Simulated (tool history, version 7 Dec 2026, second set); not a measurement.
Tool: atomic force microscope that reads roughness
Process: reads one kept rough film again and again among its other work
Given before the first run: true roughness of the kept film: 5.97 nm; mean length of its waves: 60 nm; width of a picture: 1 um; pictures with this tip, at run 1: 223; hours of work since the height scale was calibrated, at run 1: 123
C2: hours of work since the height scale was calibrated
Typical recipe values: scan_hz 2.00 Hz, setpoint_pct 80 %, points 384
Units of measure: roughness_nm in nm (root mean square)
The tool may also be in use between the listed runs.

Run 1, hour 0.0: usual settings; pictures with this tip 223; C2 123. Result: roughness_nm 4.999 nm (root mean square).
Run 2, hour 13.4: usual settings but scan_hz 3.24 Hz; pictures with this tip 244; C2 129. Result: roughness_nm 4.793 nm (root mean square).
Run 3, hour 25.5: usual settings but scan_hz 3.24 Hz; pictures with this tip 264; C2 135. Result: roughness_nm 4.756 nm (root mean square).
Run 4, hour 33.5: usual settings but scan_hz 3.24 Hz; pictures with this tip 277; C2 138. Result: roughness_nm 4.771 nm (root mean square).
Run 5, hour 40.0: usual settings but points 479; pictures with this tip 287; C2 141. Result: roughness_nm 4.949 nm (root mean square).
Run 6, hour 47.0: usual settings but setpoint_pct 72 %; pictures with this tip 298; C2 145. Result: roughness_nm 5.052 nm (root mean square).
Run 7, hour 57.7: usual settings but setpoint_pct 72 %; pictures with this tip 315; C2 150. Result: roughness_nm 5.040 nm (root mean square).
Run 8, hour 66.7: usual settings but setpoint_pct 72 %; pictures with this tip 330; C2 154. Result: roughness_nm 4.990 nm (root mean square).
At hour 71.6: new tip fitted.
Run 9, hour 77.2: usual settings but scan_hz 1.19 Hz; pictures with this tip 9; C2 158. Result: roughness_nm 5.513 nm (root mean square).
Run 10, hour 87.8: usual settings but scan_hz 1.19 Hz, points 332; pictures with this tip 25; C2 163. Result: roughness_nm 5.482 nm (root mean square).
Run 11, hour 98.7: usual settings but scan_hz 1.19 Hz, points 332; pictures with this tip 43; C2 168. Result: roughness_nm 5.496 nm (root mean square).
Run 12, hour 109.8: usual settings but scan_hz 3.49 Hz; pictures with this tip 61; C2 174. Result: roughness_nm 5.068 nm (root mean square).
Run 13, hour 120.7: usual settings; pictures with this tip 78; C2 179. Result: roughness_nm 5.273 nm (root mean square).
Run 14, hour 126.9: usual settings; pictures with this tip 88; C2 182. Result: roughness_nm 5.276 nm (root mean square).
Run 15, hour 140.7: usual settings; pictures with this tip 110; C2 188. Result: roughness_nm 5.263 nm (root mean square).
Run 16, hour 154.4: usual settings but setpoint_pct 70 %; pictures with this tip 132; C2 194. Result: roughness_nm 5.356 nm (root mean square).
Run 17, hour 161.8: usual settings but setpoint_pct 70 %; pictures with this tip 143; C2 198. Result: roughness_nm 5.333 nm (root mean square).
Run 18, hour 175.7: usual settings but setpoint_pct 70 %; pictures with this tip 166; C2 204. Result: roughness_nm 5.286 nm (root mean square).
Run 19, hour 189.3: usual settings but setpoint_pct 70 %; pictures with this tip 187; C2 211. Result: roughness_nm 5.248 nm (root mean square).
Run 20, hour 198.4: usual settings but scan_hz 1.06 Hz, setpoint_pct 60 %, points 316; pictures with this tip 202; C2 215. Result: roughness_nm 5.378 nm (root mean square).
Run 21, hour 208.4: usual settings but scan_hz 1.06 Hz, setpoint_pct 60 %, points 316; pictures with this tip 218; C2 220. Result: roughness_nm 5.382 nm (root mean square).
At hour 210.6: height scale calibrated on a step standard.
Run 22, hour 223.0: usual settings but scan_hz 1.06 Hz, setpoint_pct 60 %, points 316; pictures with this tip 239; C2 6. Result: roughness_nm 5.304 nm (root mean square).
Run 23, hour 234.0: usual settings but scan_hz 3.43 Hz, setpoint_pct 69 %, points 758; pictures with this tip 257; C2 11. Result: roughness_nm 5.062 nm (root mean square).
Run 24, hour 240.6: usual settings but scan_hz 2.27 Hz, setpoint_pct 90 %, points 362; pictures with this tip 267; C2 14. Result: roughness_nm 4.710 nm (root mean square).
Run 25, hour 249.8: usual settings but scan_hz 2.27 Hz, setpoint_pct 90 %, points 362; pictures with this tip 282; C2 18. Result: roughness_nm 4.705 nm (root mean square).
Run 26, hour 260.9: usual settings but scan_hz 2.27 Hz, setpoint_pct 90 %, points 362; pictures with this tip 300; C2 23. Result: roughness_nm 4.688 nm (root mean square).
Run 27, hour 267.2: usual settings but scan_hz 2.27 Hz, setpoint_pct 90 %, points 362; pictures with this tip 310; C2 26. Result: roughness_nm 4.681 nm (root mean square).
Run 28, hour 280.1: usual settings but setpoint_pct 72 %, points 977; pictures with this tip 330; C2 32. Result: roughness_nm 5.039 nm (root mean square).
At hour 284.3: new tip fitted.
Run 29, hour 287.7: usual settings but scan_hz 1.15 Hz, setpoint_pct 87 %, points 601; pictures with this tip 5; C2 36. Result: roughness_nm 5.468 nm (root mean square).
At hour 292.2: height scale calibrated on a step standard, once more.
Run 30, hour 302.6: usual settings but scan_hz 1.73 Hz, setpoint_pct 89 %, points 692; pictures with this tip 27; C2 5. Result: roughness_nm 5.225 nm (root mean square).
Run 31, hour 315.5: usual settings but setpoint_pct 77 %; pictures with this tip 48; C2 11. Result: roughness_nm 5.377 nm (root mean square).
Run 32, hour 328.6: usual settings but scan_hz 1.11 Hz, points 630; pictures with this tip 69; C2 17. Result: roughness_nm 5.443 nm (root mean square).
Run 33, hour 337.4: usual settings but scan_hz 1.11 Hz, points 630; pictures with this tip 83; C2 21. Result: roughness_nm 5.381 nm (root mean square).

Measured less the same run without the tool's hidden state. The same run-to-run variation is in both; the gauge's scatter may not be:
Unlogged tool condition in this case: radius of the tip, nm; height scale over the true one, %; drift of the gauge itself on roughness_nm, %.
run  roughness_nm
  1        -0.352
  2        -0.367
  3        -0.392
  4        -0.413
  5        -0.441
  6        -0.467
  7        -0.490
  8        -0.507
  9        -0.013
 10        -0.038
 11        -0.066
 12        -0.087
 13        -0.117
 14        -0.134
 15        -0.168
 16        -0.205
 17        -0.220
 18        -0.255
 19        -0.287
 20        -0.316
 21        -0.341
 22        -0.365
 23        -0.372
 24        -0.361
 25        -0.379
 26        -0.404
 27        -0.416
 28        -0.474
 29        +0.000
 30        -0.043
 31        -0.079
 32        -0.116
 33        -0.139
